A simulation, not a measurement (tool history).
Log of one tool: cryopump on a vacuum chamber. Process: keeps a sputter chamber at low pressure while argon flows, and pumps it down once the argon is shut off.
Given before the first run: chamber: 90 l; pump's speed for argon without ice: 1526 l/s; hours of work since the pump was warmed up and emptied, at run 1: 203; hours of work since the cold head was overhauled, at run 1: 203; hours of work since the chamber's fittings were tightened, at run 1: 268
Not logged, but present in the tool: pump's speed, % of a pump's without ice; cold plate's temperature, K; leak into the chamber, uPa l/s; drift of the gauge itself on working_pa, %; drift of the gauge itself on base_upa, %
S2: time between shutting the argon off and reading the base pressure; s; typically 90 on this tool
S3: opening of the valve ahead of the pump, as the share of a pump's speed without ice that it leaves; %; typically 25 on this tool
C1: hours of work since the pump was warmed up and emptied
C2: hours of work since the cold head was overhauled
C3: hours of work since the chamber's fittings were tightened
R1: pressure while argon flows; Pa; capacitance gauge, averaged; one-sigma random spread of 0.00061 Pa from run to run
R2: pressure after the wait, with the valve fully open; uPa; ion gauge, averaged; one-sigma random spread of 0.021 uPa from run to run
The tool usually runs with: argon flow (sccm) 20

{"run": 1, "hour": 0.0, "argon flow (sccm)": 20, "S2": 90, "S3": 25, "C1": 203, "C2": 203, "C3": 268, "R1": 0.0903, "R2": 0.7}
{"run": 2, "hour": 10.6, "argon flow (sccm)": 20, "S2": 90, "S3": 25, "C1": 208, "C2": 208, "C3": 273, "R1": 0.091, "R2": 0.71}
{"run": 3, "hour": 21.0, "argon flow (sccm)": 20, "S2": 90, "S3": 25, "C1": 214, "C2": 214, "C3": 279, "R1": 0.0918, "R2": 0.72}
{"run": 4, "hour": 35.3, "argon flow (sccm)": 20, "S2": 195, "S3": 25, "C1": 221, "C2": 221, "C3": 286, "R1": 0.0919, "R2": 0.56}
{"run": 5, "hour": 53.2, "argon flow (sccm)": 20, "S2": 195, "S3": 25, "C1": 231, "C2": 231, "C3": 296, "R1": 0.0917, "R2": 0.6}
{"run": 6, "hour": 67.7, "argon flow (sccm)": 20, "S2": 90, "S3": 43, "C1": 239, "C2": 239, "C3": 304, "R1": 0.0544, "R2": 0.77}
{"run": 7, "hour": 78.4, "argon flow (sccm)": 20, "S2": 90, "S3": 43, "C1": 244, "C2": 244, "C3": 309, "R1": 0.0545, "R2": 0.75}
{"run": 8, "hour": 90.4, "argon flow (sccm)": 17, "S2": 90, "S3": 43, "C1": 251, "C2": 251, "C3": 316, "R1": 0.0474, "R2": 0.75}
{"run": 9, "hour": 108.0, "argon flow (sccm)": 35, "S2": 90, "S3": 25, "C1": 260, "C2": 260, "C3": 325, "R1": 0.1599, "R2": 0.75}
{"run": 10, "hour": 116.3, "argon flow (sccm)": 20, "S2": 90, "S3": 57, "C1": 264, "C2": 264, "C3": 329, "R1": 0.0418, "R2": 0.77}
{"run": 11, "hour": 130.0, "argon flow (sccm)": 20, "S2": 90, "S3": 57, "C1": 272, "C2": 272, "C3": 337, "R1": 0.0424, "R2": 0.8}
{"run": 12, "hour": 148.2, "argon flow (sccm)": 20, "S2": 148, "S3": 32, "C1": 281, "C2": 281, "C3": 346, "R1": 0.0717, "R2": 0.66}
{"run": 13, "hour": 162.6, "argon flow (sccm)": 8, "S2": 25, "S3": 16, "C1": 289, "C2": 289, "C3": 354, "R1": 0.0574, "R2": 1.58}
{"run": 14, "hour": 179.4, "argon flow (sccm)": 18, "S2": 45, "S3": 19, "C1": 298, "C2": 298, "C3": 363, "R1": 0.1083, "R2": 1.09}
{"run": 15, "hour": 190.5, "argon flow (sccm)": 9, "S2": 32, "S3": 19, "C1": 304, "C2": 304, "C3": 369, "R1": 0.0542, "R2": 1.34}
{"run": 16, "hour": 204.7, "argon flow (sccm)": 10, "S2": 90, "S3": 19, "C1": 311, "C2": 311, "C3": 376, "R1": 0.0594, "R2": 0.82}
{"run": 17, "hour": 222.9, "argon flow (sccm)": 20, "S2": 67, "S3": 19, "C1": 321, "C2": 321, "C3": 386, "R1": 0.1212, "R2": 0.97}
{"run": 18, "hour": 235.6, "argon flow (sccm)": 27, "S2": 217, "S3": 38, "C1": 328, "C2": 328, "C3": 393, "R1": 0.0847, "R2": 0.68}
{"run": 19, "hour": 248.5, "argon flow (sccm)": 27, "S2": 217, "S3": 38, "C1": 335, "C2": 335, "C3": 400, "R1": 0.0857, "R2": 0.63}
{"run": 20, "hour": 260.9, "argon flow (sccm)": 27, "S2": 217, "S3": 38, "C1": 341, "C2": 341, "C3": 406, "R1": 0.0844, "R2": 0.68}
{"run": 21, "hour": 270.2, "argon flow (sccm)": 24, "S2": 38, "S3": 29, "C1": 346, "C2": 346, "C3": 411, "R1": 0.097, "R2": 1.27}

3 options for the next run, each taken on its own from the tool as it stands now. Forecast them:
{"run": "A", "hour": 285.1, "argon flow (sccm)": 20, "S2": 24, "S3": 18, "C1": 354, "C2": 354, "C3": 419, "R1": "?", "R2": "?"}
{"run": "B", "hour": 285.1, "argon flow (sccm)": 20, "S2": 167, "S3": 33, "C1": 354, "C2": 354, "C3": 419, "R1": "?", "R2": "?"}
{"run": "C", "hour": 285.1, "argon flow (sccm)": 35, "S2": 117, "S3": 47, "C1": 354, "C2": 354, "C3": 419, "R1": "?", "R2": "?"}

run=A R1=0.1276 R2=1.66
run=B R1=0.073 R2=0.73
run=C R1=0.0907 R2=0.79
Had the tool no hidden state, the same runs would have come out as:
run=A R1=0.1231 R2=1.3
run=B R1=0.0684 R2=0.36
run=C R1=0.0827 R2=0.42
